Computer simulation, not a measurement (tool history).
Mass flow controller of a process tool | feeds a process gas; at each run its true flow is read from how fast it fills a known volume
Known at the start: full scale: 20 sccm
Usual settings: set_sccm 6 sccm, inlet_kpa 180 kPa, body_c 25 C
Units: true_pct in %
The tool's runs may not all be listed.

| run | hour | set_sccm | inlet_kpa | body_c | true_pct |
|---|---|---|---|---|---|
| 1 | 0 | 6 | 180 | 25 | 97.7 |
| 2 | 401.4 | 6 | 180 | 25 | 97.49 |
| 3 | 701.3 | 6 | 180 | 25 | 97.42 |
| 4 | 989.3 | 6 | 180 | 25 | 97.56 |
| 5 | 1272.2 | 6 | 180 | 25 | 97.27 |
| 6 | 1640.1 | 6 | 180 | 22 | 96.95 |
| 7 | 1902.1 | 6 | 241 | 25 | 97.18 |
| 8 | 2191.3 | 6 | 241 | 25 | 97.02 |
|  | 2302.6 | controller's zero set anew |
| 9 | 2407 | 6 | 241 | 25 | 97.11 |
| 10 | 2797.8 | 6 | 241 | 25 | 97.03 |
| 11 | 3174.1 | 6 | 241 | 25 | 96.77 |
| 12 | 3417.8 | 6 | 153 | 25 | 96.57 |
| 13 | 3784.3 | 6 | 153 | 25 | 96.56 |
| 14 | 4115.2 | 6 | 153 | 25 | 96.43 |
| 15 | 4382.5 | 6 | 153 | 25 | 96.23 |
| 16 | 4772.3 | 6 | 153 | 25 | 96.16 |
| 17 | 5109.4 | 6 | 180 | 25 | 96.17 |
| 18 | 5492.3 | 6 | 180 | 25 | 96.01 |
| 19 | 5666.3 | 6 | 180 | 25 | 95.95 |
| 20 | 5904.5 | 6 | 180 | 39 | 96.16 |
| 21 | 6287.9 | 6 | 152 | 25 | 95.72 |
| 22 | 6541.3 | 6 | 152 | 25 | 95.65 |
| 23 | 6923.3 | 6 | 152 | 25 | 95.47 |
| 24 | 7149.7 | 6 | 152 | 25 | 95.42 |
| 25 | 7450.7 | 13 | 180 | 25 | 96.66 |
| 26 | 7797.4 | 6 | 166 | 25 | 95.26 |
| 27 | 8135 | 6 | 180 | 39 | 95.39 |
| 28 | 8402.4 | 9 | 180 | 21 | 95.57 |
| 29 | 8788.3 | 9 | 180 | 21 | 95.39 |

The next listed run, before its measurement:
| 30 | 9064.9 | 9 | 180 | 21 | ? |

true_pct: 95.36 %
Without the tool's hidden state the same run would have given true_pct 98.08 %.
